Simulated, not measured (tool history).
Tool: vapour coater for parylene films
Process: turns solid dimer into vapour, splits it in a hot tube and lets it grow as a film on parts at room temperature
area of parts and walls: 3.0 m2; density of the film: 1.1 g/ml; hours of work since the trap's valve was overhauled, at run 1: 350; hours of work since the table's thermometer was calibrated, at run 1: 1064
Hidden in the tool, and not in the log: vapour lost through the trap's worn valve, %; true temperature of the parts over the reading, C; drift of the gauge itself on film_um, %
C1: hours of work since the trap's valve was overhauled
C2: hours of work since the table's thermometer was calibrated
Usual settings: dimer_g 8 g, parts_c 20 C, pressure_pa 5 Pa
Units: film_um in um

run 1 day=0 | dimer_g=8 parts_c=20 pressure_pa=5 | C1=350 C2=1064 | film_um=1.27
run 2 day=1.346 | dimer_g=8 parts_c=20 pressure_pa=5 | C1=374 C2=1087 | film_um=1.25
run 3 day=3.158 | dimer_g=4 parts_c=20 pressure_pa=5 | C1=406 C2=1119 | film_um=0.66
run 4 day=4.408 | dimer_g=8 parts_c=20 pressure_pa=5 | C1=428 C2=1141 | film_um=1.25
run 5 day=6.271 | dimer_g=8 parts_c=20 pressure_pa=5 | C1=461 C2=1174 | film_um=1.24
run 6 day=8.638 | dimer_g=8 parts_c=20 pressure_pa=5 | C1=502 C2=1215 | film_um=1.25
run 7 day=11.279 | dimer_g=8 parts_c=20 pressure_pa=5 | C1=549 C2=1262 | film_um=1.24
run 8 day=13.3 | dimer_g=8 parts_c=20 pressure_pa=5 | C1=584 C2=1297 | film_um=1.22
run 9 day=15.396 | dimer_g=8 parts_c=12 pressure_pa=5 | C1=621 C2=1334 | film_um=1.4
-- day=17.067 trap's valve overhauled
run 10 day=17.683 | dimer_g=8 parts_c=12 pressure_pa=5 | C1=11 C2=1371 | film_um=1.55
run 11 day=19.533 | dimer_g=8 parts_c=20 pressure_pa=5 | C1=43 C2=1404 | film_um=1.34
run 12 day=21.554 | dimer_g=8 parts_c=20 pressure_pa=5 | C1=79 C2=1439 | film_um=1.32
run 13 day=23.738 | dimer_g=8 parts_c=20 pressure_pa=5 | C1=117 C2=1478 | film_um=1.3
run 14 day=26.542 | dimer_g=8 parts_c=20 pressure_pa=9.74 | C1=166 C2=1527 | film_um=1.22
run 15 day=28.55 | dimer_g=8 parts_c=20 pressure_pa=5 | C1=202 C2=1562 | film_um=1.27
run 16 day=31.092 | dimer_g=8 parts_c=20 pressure_pa=5 | C1=246 C2=1607 | film_um=1.27
run 17 day=33.458 | dimer_g=8 parts_c=20 pressure_pa=6.67 | C1=288 C2=1649 | film_um=1.24
run 18 day=35.425 | dimer_g=8 parts_c=20 pressure_pa=6.67 | C1=323 C2=1683 | film_um=1.23
run 19 day=38.246 | dimer_g=8 parts_c=20 pressure_pa=6.67 | C1=372 C2=1733 | film_um=1.23
run 20 day=40.054 | dimer_g=8 parts_c=20 pressure_pa=6.67 | C1=404 C2=1764 | film_um=1.21
run 21 day=42.754 | dimer_g=8 parts_c=20 pressure_pa=9.63 | C1=451 C2=1812 | film_um=1.15
run 22 day=44.342 | dimer_g=10 parts_c=16 pressure_pa=11.56 | C1=479 C2=1840 | film_um=1.53
run 23 day=45.8 | dimer_g=11 parts_c=13 pressure_pa=5 | C1=505 C2=1865 | film_um=1.93
run 24 day=47.504 | dimer_g=13 parts_c=13 pressure_pa=2.48 | C1=535 C2=1895 | film_um=2.44
run 25 day=48.754 | dimer_g=8 parts_c=22 pressure_pa=4.75 | C1=557 C2=1917 | film_um=1.18
run 26 day=50.538 | dimer_g=8 parts_c=22 pressure_pa=4.75 | C1=588 C2=1948 | film_um=1.18
run 27 day=51.762 | dimer_g=7 parts_c=22 pressure_pa=4.75 | C1=609 C2=1970 | film_um=1.04
-- day=53.646 table's thermometer calibrated
-- day=54.054 trap's valve overhauled
run 28 day=54.867 | dimer_g=11 parts_c=25 pressure_pa=6.75 | C1=14 C2=19 | film_um=1.65
run 29 day=56.225 | dimer_g=8 parts_c=17 pressure_pa=5.18 | C1=38 C2=42 | film_um=1.36
run 30 day=58.462 | dimer_g=8 parts_c=17 pressure_pa=5.18 | C1=77 C2=82 | film_um=1.34
run 31 day=61 | dimer_g=8 parts_c=17 pressure_pa=5.18 | C1=122 C2=126 | film_um=1.37
run 32 day=62.679 | dimer_g=4 parts_c=24 pressure_pa=4.94 | C1=152 C2=156 | film_um=0.61
run 33 day=65.283 | dimer_g=4 parts_c=24 pressure_pa=4.94 | C1=197 C2=202 | film_um=0.58

Forecast each of these 3 alternatives for the next run:
run A day=67.504 | dimer_g=10 parts_c=20 pressure_pa=5 | C1=236 C2=241 | film_um=?
run B day=67.504 | dimer_g=8 parts_c=20 pressure_pa=5 | C1=236 C2=241 | film_um=?
run C day=67.504 | dimer_g=9 parts_c=25 pressure_pa=4.94 | C1=236 C2=241 | film_um=?

run=A film_um=1.58
run=B film_um=1.28
run=C film_um=1.31
Without the tool's hidden state the same runs would have given:
run=A film_um=1.64
run=B film_um=1.33
run=C film_um=1.37
